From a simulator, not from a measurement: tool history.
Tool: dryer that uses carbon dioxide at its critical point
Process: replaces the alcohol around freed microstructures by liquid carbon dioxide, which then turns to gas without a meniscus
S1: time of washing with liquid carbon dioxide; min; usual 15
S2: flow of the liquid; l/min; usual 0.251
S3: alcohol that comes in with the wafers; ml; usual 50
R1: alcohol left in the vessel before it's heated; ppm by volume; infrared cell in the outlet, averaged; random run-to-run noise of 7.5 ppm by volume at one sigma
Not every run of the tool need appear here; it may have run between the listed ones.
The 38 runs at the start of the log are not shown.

run 39 day=31.012 | S1=15 S2=0.236 S3=58 | R1=863
run 40 day=31.838 | S1=17 S2=0.236 S3=36 | R1=315
run 41 day=32.812 | S1=17 S2=0.236 S3=36 | R1=301
run 42 day=33.396 | S1=15 S2=0.203 S3=50 | R1=1496
run 43 day=34.421 | S1=15 S2=0.242 S3=116 | R1=1552
run 44 day=34.938 | S1=15 S2=0.242 S3=116 | R1=1548
run 45 day=35.438 | S1=17 S2=0.205 S3=116 | R1=1869
-- day=35.675 inlet filter changed
run 46 day=35.938 | S1=10 S2=0.270 S3=50 | R1=1862
run 47 day=36.796 | S1=11 S2=0.257 S3=28 | R1=909

Alternative continuations, all from the tool just after run 47; predict every row:
run A day=37.579 | S1=15 S2=0.190 S3=50 | R1=?
run B day=37.579 | S1=18 S2=0.257 S3=28 | R1=?
run C day=37.579 | S1=20 S2=0.251 S3=50 | R1=?
run D day=37.579 | S1=12 S2=0.299 S3=94 | R1=?

run=A R1=1497
run=B R1=100
run=C R1=97
run=D R1=1015
Take away the tool's hidden state, keep each run's random variation, and the runs would have read:
run=A R1=1401
run=B R1=59
run=C R1=55
run=D R1=929

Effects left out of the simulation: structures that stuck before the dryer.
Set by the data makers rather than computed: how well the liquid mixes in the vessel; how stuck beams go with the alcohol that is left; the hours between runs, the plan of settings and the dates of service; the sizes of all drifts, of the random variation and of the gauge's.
